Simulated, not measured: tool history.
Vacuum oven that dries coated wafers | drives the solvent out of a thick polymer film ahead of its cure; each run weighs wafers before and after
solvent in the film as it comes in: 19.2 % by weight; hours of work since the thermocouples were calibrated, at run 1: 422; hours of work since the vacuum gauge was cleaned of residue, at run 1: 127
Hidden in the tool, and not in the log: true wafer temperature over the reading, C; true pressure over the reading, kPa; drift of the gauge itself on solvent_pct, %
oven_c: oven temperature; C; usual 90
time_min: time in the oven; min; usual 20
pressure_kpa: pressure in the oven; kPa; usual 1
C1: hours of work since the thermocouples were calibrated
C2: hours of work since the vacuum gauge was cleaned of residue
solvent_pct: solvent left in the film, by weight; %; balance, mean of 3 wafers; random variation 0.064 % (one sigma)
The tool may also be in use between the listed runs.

run 1 hour=0 | oven_c=90 time_min=20 pressure_kpa=1 | C1=422 C2=127 | solvent_pct=3.83
run 2 hour=34 | oven_c=90 time_min=20 pressure_kpa=1 | C1=439 C2=144 | solvent_pct=3.78
run 3 hour=54.2 | oven_c=90 time_min=20 pressure_kpa=3.43 | C1=449 C2=154 | solvent_pct=4.91
run 4 hour=72.4 | oven_c=90 time_min=20 pressure_kpa=1 | C1=458 C2=163 | solvent_pct=3.92
run 5 hour=95.9 | oven_c=90 time_min=20 pressure_kpa=1 | C1=470 C2=175 | solvent_pct=3.83
run 6 hour=120.4 | oven_c=90 time_min=20 pressure_kpa=1 | C1=482 C2=187 | solvent_pct=3.79
run 7 hour=139.3 | oven_c=90 time_min=20 pressure_kpa=1 | C1=491 C2=197 | solvent_pct=3.87
run 8 hour=171.1 | oven_c=90 time_min=20 pressure_kpa=1 | C1=507 C2=213 | solvent_pct=3.79
run 9 hour=187 | oven_c=90 time_min=20 pressure_kpa=1 | C1=515 C2=221 | solvent_pct=3.88
run 10 hour=203.6 | oven_c=90 time_min=20 pressure_kpa=1 | C1=524 C2=229 | solvent_pct=3.82
run 11 hour=221.4 | oven_c=90 time_min=20 pressure_kpa=1 | C1=533 C2=238 | solvent_pct=3.89
run 12 hour=248.5 | oven_c=98 time_min=29 pressure_kpa=2.71 | C1=546 C2=251 | solvent_pct=1.6
run 13 hour=267.2 | oven_c=91 time_min=14 pressure_kpa=2.71 | C1=556 C2=261 | solvent_pct=6.18
run 14 hour=299.7 | oven_c=77 time_min=20 pressure_kpa=2.69 | C1=572 C2=277 | solvent_pct=8.62
run 15 hour=325.8 | oven_c=79 time_min=20 pressure_kpa=3.26 | C1=585 C2=290 | solvent_pct=8.39
run 16 hour=358.7 | oven_c=79 time_min=20 pressure_kpa=3.26 | C1=601 C2=307 | solvent_pct=8.12
run 17 hour=379.6 | oven_c=79 time_min=20 pressure_kpa=3.26 | C1=612 C2=317 | solvent_pct=8.19
run 18 hour=394.4 | oven_c=79 time_min=20 pressure_kpa=3.26 | C1=619 C2=325 | solvent_pct=8.36
run 19 hour=426.8 | oven_c=90 time_min=10 pressure_kpa=0.85 | C1=636 C2=341 | solvent_pct=7.58
run 20 hour=458.9 | oven_c=77 time_min=12 pressure_kpa=1.61 | C1=652 C2=357 | solvent_pct=10.35
run 21 hour=487.7 | oven_c=83 time_min=11 pressure_kpa=0.78 | C1=666 C2=371 | solvent_pct=9.13

4 ways to go on from here, each from the tool as it stands after run 21. What would each give?
run A hour=507.5 | oven_c=95 time_min=20 pressure_kpa=2.4 | C1=676 C2=381 | solvent_pct=?
run B hour=507.5 | oven_c=88 time_min=10 pressure_kpa=2.03 | C1=676 C2=381 | solvent_pct=?
run C hour=507.5 | oven_c=90 time_min=15 pressure_kpa=1 | C1=676 C2=381 | solvent_pct=?
run D hour=507.5 | oven_c=83 time_min=11 pressure_kpa=2.17 | C1=676 C2=381 | solvent_pct=?

run=A solvent_pct=3.14
run=B solvent_pct=8.42
run=C solvent_pct=5.37
run=D solvent_pct=9.49
Without the tool's hidden state the same runs would have given:
run=A solvent_pct=3.39
run=B solvent_pct=8.75
run=C solvent_pct=5.7
run=D solvent_pct=9.79

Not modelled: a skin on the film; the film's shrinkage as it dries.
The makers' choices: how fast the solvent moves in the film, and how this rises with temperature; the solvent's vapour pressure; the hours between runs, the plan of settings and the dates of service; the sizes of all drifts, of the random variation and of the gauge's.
